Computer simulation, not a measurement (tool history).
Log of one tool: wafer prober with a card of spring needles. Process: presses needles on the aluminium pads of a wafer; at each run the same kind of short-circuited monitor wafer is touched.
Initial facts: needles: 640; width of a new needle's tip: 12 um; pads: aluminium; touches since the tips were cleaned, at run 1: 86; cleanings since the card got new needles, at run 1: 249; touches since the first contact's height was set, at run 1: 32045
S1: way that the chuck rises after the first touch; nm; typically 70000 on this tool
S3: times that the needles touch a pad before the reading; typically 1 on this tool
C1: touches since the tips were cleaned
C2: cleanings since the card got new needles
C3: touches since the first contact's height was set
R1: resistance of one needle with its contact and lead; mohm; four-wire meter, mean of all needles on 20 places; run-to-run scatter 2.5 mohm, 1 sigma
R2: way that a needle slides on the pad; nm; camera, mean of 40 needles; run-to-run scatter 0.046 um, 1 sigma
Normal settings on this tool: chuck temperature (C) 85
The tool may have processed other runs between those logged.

Run 1, hour 0.0: usual settings; C1 86; C2 249; C3 32045. Result: R1 291 mohm, R2 18680 nm.
At hour 3.5: tips cleaned on abrasive film.
At hour 7.9: tips cleaned on abrasive film.
At hour 12.2: tips cleaned on abrasive film.
At hour 15.7: tips cleaned on abrasive film.
At hour 20.1: tips cleaned on abrasive film.
At hour 23.6: tips cleaned on abrasive film.
Run 2, hour 25.7: usual settings but S1 74000 nm; C1 1687; C2 255; C3 51713. Result: R1 315 mohm, R2 19650 nm.
At hour 27.5: tips cleaned on abrasive film.
At hour 31.9: tips cleaned on abrasive film.
At hour 36.2: tips cleaned on abrasive film.
At hour 39.7: tips cleaned on abrasive film.
At hour 44.1: tips cleaned on abrasive film.
At hour 48.3: tips cleaned on abrasive film.
Run 3, hour 48.3: usual settings but S1 75000 nm; C1 0; C2 261; C3 68906. Result: R1 288 mohm, R2 19750 nm.
At hour 52.6: tips cleaned on abrasive film.
At hour 57.0: tips cleaned on abrasive film.
At hour 57.3: height of the first contact set anew.
At hour 61.6: tips cleaned on abrasive film.
At hour 66.0: tips cleaned on abrasive film.
At hour 69.5: tips cleaned on abrasive film.
At hour 73.8: tips cleaned on abrasive film.
At hour 78.2: tips cleaned on abrasive film.
At hour 81.7: tips cleaned on abrasive film.
At hour 86.0: tips cleaned on abrasive film.
Run 4, hour 88.1: usual settings but S1 75000 nm; C1 1641; C2 270; C3 23612. Result: R1 309 mohm, R2 20190 nm.
At hour 89.9: tips cleaned on abrasive film.
At hour 94.3: tips cleaned on abrasive film.
At hour 97.8: tips cleaned on abrasive film.
At hour 102.1: tips cleaned on abrasive film.
At hour 106.5: tips cleaned on abrasive film.
At hour 110.8: tips cleaned on abrasive film.
Run 5, hour 114.0: usual settings but S1 56000 nm; C1 2463; C2 276; C3 43384. Result: R1 354 mohm, R2 14790 nm.
At hour 114.9: tips cleaned on abrasive film.
At hour 119.3: tips cleaned on abrasive film.
At hour 122.8: tips cleaned on abrasive film.
At hour 127.1: tips cleaned on abrasive film.
At hour 131.5: tips cleaned on abrasive film.
At hour 135.8: tips cleaned on abrasive film.
At hour 140.2: tips cleaned on abrasive film.
At hour 144.5: tips cleaned on abrasive film.
At hour 148.9: tips cleaned on abrasive film.
At hour 153.2: tips cleaned on abrasive film.
At hour 156.1: height of the first contact set anew.
At hour 157.9: tips cleaned on abrasive film.
Run 6, hour 159.1: usual settings but S1 72000 nm, chuck temperature (C) 84, S3 3; C1 909; C2 287; C3 2241. Result: R1 291 mohm, R2 19430 nm.
At hour 161.7: tips cleaned on abrasive film.
At hour 165.2: tips cleaned on abrasive film.
At hour 169.6: tips cleaned on abrasive film.
At hour 173.9: tips cleaned on abrasive film.
At hour 178.3: tips cleaned on abrasive film.
At hour 182.6: tips cleaned on abrasive film.
At hour 187.0: tips cleaned on abrasive film.
At hour 191.3: tips cleaned on abrasive film.
At hour 195.5: tips cleaned on abrasive film.
Run 7, hour 195.5: usual settings but S1 72000 nm, chuck temperature (C) 84, S3 3; C1 0; C2 296; C3 30067. Result: R1 289 mohm, R2 19330 nm.
At hour 199.8: tips cleaned on abrasive film.
At hour 203.3: tips cleaned on abrasive film.
At hour 207.7: tips cleaned on abrasive film.
At hour 212.0: tips cleaned on abrasive film.
At hour 216.4: tips cleaned on abrasive film.
At hour 220.7: tips cleaned on abrasive film.
Run 8, hour 221.6: usual settings but S1 75000 nm, chuck temperature (C) 84; C1 666; C2 302; C3 50040. Result: R1 301 mohm, R2 20000 nm.
At hour 225.1: tips cleaned on abrasive film.
At hour 228.6: tips cleaned on abrasive film.
At hour 232.9: tips cleaned on abrasive film.
At hour 236.4: tips cleaned on abrasive film.
At hour 240.8: tips cleaned on abrasive film.
At hour 245.1: tips cleaned on abrasive film.
At hour 249.5: tips cleaned on abrasive film.
At hour 253.8: tips cleaned on abrasive film.
At hour 255.0: height of the first contact set anew.
At hour 258.5: tips cleaned on abrasive film.
At hour 262.9: tips cleaned on abrasive film.
At hour 267.2: tips cleaned on abrasive film.
Run 9, hour 267.4: usual settings but S1 66000 nm, chuck temperature (C) 27; C1 119; C2 313; C3 9441. Result: R1 275 mohm, R2 17740 nm.
At hour 270.9: tips cleaned on abrasive film.
At hour 275.2: tips cleaned on abrasive film.
At hour 278.7: tips cleaned on abrasive film.
At hour 283.1: tips cleaned on abrasive film.
At hour 287.4: tips cleaned on abrasive film.
At hour 291.8: tips cleaned on abrasive film.
At hour 296.1: tips cleaned on abrasive film.
At hour 300.5: tips cleaned on abrasive film.
At hour 304.0: tips cleaned on abrasive film.
At hour 308.3: tips cleaned on abrasive film.
Run 10, hour 310.0: usual settings but S1 80000 nm; C1 1286; C2 323; C3 42020. Result: R1 309 mohm, R2 21460 nm.

Each row is a separate what-if for the run after 10, all from the same tool condition, not one after another. Results?
At hour 312.6: tips cleaned on abrasive film.
At hour 317.0: tips cleaned on abrasive film.
At hour 321.3: tips cleaned on abrasive film.
At hour 325.7: tips cleaned on abrasive film.
At hour 330.0: tips cleaned on abrasive film.
At hour 334.4: tips cleaned on abrasive film.
Run A, hour 335.7: usual settings but S1 76000 nm, chuck temperature (C) 113; C1 1012; C2 329; C3 61673. Result: R1 ?, R2 ?.
At hour 312.6: tips cleaned on abrasive film.
At hour 317.0: tips cleaned on abrasive film.
At hour 321.3: tips cleaned on abrasive film.
At hour 325.7: tips cleaned on abrasive film.
At hour 330.0: tips cleaned on abrasive film.
At hour 334.4: tips cleaned on abrasive film.
Run B, hour 335.7: usual settings but S1 85000 nm, chuck temperature (C) 78; C1 1012; C2 329; C3 61673. Result: R1 ?, R2 ?.
At hour 312.6: tips cleaned on abrasive film.
At hour 317.0: tips cleaned on abrasive film.
At hour 321.3: tips cleaned on abrasive film.
At hour 325.7: tips cleaned on abrasive film.
At hour 330.0: tips cleaned on abrasive film.
At hour 334.4: tips cleaned on abrasive film.
Run C, hour 335.7: usual settings but S1 80000 nm, chuck temperature (C) 26; C1 1012; C2 329; C3 61673. Result: R1 ?, R2 ?.
At hour 312.6: tips cleaned on abrasive film.
At hour 317.0: tips cleaned on abrasive film.
At hour 321.3: tips cleaned on abrasive film.
At hour 325.7: tips cleaned on abrasive film.
At hour 330.0: tips cleaned on abrasive film.
At hour 334.4: tips cleaned on abrasive film.
Run D, hour 335.7: usual settings but S1 65000 nm; C1 1012; C2 329; C3 61673. Result: R1 ?, R2 ?.
At hour 312.6: tips cleaned on abrasive film.
At hour 317.0: tips cleaned on abrasive film.
At hour 321.3: tips cleaned on abrasive film.
At hour 325.7: tips cleaned on abrasive film.
At hour 330.0: tips cleaned on abrasive film.
At hour 334.4: tips cleaned on abrasive film.
Run E, hour 335.7: usual settings but S1 71000 nm; C1 1012; C2 329; C3 61673. Result: R1 ?, R2 ?.

run   R1     R2
  A  316  20170
  B  304  22630
  C  289  21240
  D  323  17170
  E  316  18920
Without the tool's hidden state the same runs would have given:
run   R1     R2
  A  288  20590
  B  281  23050
  C  261  21660
  D  284  17590
  E  283  19340

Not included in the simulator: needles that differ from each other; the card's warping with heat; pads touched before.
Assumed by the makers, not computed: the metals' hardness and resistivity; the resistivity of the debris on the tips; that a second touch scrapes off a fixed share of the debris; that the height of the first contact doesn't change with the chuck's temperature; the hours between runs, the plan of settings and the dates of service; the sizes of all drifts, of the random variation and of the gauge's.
